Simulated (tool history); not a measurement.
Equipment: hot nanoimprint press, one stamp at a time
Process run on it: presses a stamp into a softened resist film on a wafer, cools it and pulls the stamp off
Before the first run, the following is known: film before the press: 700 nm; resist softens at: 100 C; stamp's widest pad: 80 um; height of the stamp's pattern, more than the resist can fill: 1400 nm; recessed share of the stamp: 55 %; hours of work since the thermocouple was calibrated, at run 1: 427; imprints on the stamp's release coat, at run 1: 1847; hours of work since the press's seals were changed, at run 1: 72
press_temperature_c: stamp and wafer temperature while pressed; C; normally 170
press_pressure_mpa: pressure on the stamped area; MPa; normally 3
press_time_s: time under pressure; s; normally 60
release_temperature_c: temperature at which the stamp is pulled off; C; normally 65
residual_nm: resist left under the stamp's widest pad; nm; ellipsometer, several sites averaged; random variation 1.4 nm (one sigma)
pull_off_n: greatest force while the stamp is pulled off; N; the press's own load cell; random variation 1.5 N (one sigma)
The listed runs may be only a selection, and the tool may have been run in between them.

run    hour  press_temperature_c  press_pressure_mpa  press_time_s  release_temperature_c  hours of work since the thermocouple was calibrated  imprints on the stamp's release coat  hours of work since the press's seals were changed  residual_nm  pull_off_n
  1       0                  170                   3            60                     65                                                  427                                  1847                                                  72        371.4         162
  2    46.4                  170                   3            60                     65                                                  449                                  1969                                                  94        370.4         160
         59  -- stamp cleaned and given a new release coat
  3     123                  170                   3            60                     65                                                  482                                   168                                                 127        370.4         161
  4   171.3                  170                   3            60                     65                                                  505                                   295                                                 150        371.6         162
      188.2  -- plate thermocouple calibrated
  5   243.6                  170                   3            37                     65                                                   26                                   476                                                 183          426         165
  6   315.4                  170                   3            37                     65                                                   60                                   665                                                 217        423.8         163
  7   368.6                  170                   3            37                     65                                                   85                                   804                                                 242        425.4         161
  8   437.1                  170                   3            37                     65                                                  117                                   984                                                 274          424         162
  9   475.9                  170                   3            37                     65                                                  136                                  1085                                                 292          428         161
 10   513.5                  170                   3            34                     65                                                  153                                  1184                                                 310        439.7         163
 11   591.2                  170                   3            34                     65                                                  190                                  1388                                                 347        436.7         161
 12     630                  170                   3            60                     65                                                  208                                  1489                                                 365        369.1         163
 13   668.2                  170                   3            60                     65                                                  226                                  1590                                                 383        369.4         161
 14   700.8                  170                   3            60                     65                                                  242                                  1675                                                 399        372.7         163
 15   754.1                  170                   3            60                     65                                                  267                                  1815                                                 424        368.5         162
 16   790.6                  180                1.87            63                     56                                                  284                                  1911                                                 441        358.8         185
      824.6  -- stamp cleaned and given a new release coat
 17     855                  164                4.74            58                     59                                                  312                                    80                                                 469        353.9         178
 18   921.9                  170                3.88            60                     73                                                  343                                   255                                                 500        326.8         142
 19   996.7                  172                 2.8            44                     52                                                  379                                   451                                                 535        400.8         190
 20    1047                  169                1.99            68                     50                                                  402                                   583                                                 559        445.5         197
 21  1093.9                  169                1.99            68                     50                                                  424                                   706                                                 581        446.1         198
 22  1141.5                  169                1.99            68                     50                                                  447                                   831                                                 604          447         195
 23  1193.7                  167                1.82            33                     50                                                  472                                   968                                                 628          562         199
 24  1265.6                  178                3.38            40                     64                                                  506                                  1156                                                 662        322.7         165
       1282  -- plate thermocouple calibrated
 25  1336.4                  166                3.06            60                     65                                                   26                                  1334                                                 694        408.6         163
 26  1415.9                  165                   3            40                     59                                                   63                                  1543                                                 732        472.8         175
 27  1476.6                  170                2.32            35                     65                                                   92                                  1702                                                 760        481.4         164
 28  1542.8                  163                2.65            35                     63                                                  123                                  1875                                                 792        533.7         168
     1586.2  -- stamp cleaned and given a new release coat
 29    1619                  170                2.74            30                     63                                                  156                                    86                                                 825        468.5         170
 30  1666.5                  170                2.06            86                     63                                                  179                                   211                                                 847        402.5         167

3 ways to go on from here, each from the tool as it stands after run 30. What would each give?
  A  1722.4                  170                   3            52                     65                                                  205                                   357                                                 873            ?           ?
  B  1722.4                  170                 3.4            60                     65                                                  205                                   357                                                 873            ?           ?
  C  1722.4                  161                2.06            86                     73                                                  205                                   357                                                 873            ?           ?

run  residual_nm  pull_off_n
  A          387         161
  B        348.2         160
  C        505.1         141
Take away the tool's hidden state, keep each run's random variation, and the runs would have read:
run  residual_nm  pull_off_n
  A        386.7         161
  B        347.9         160
  C        504.9         141
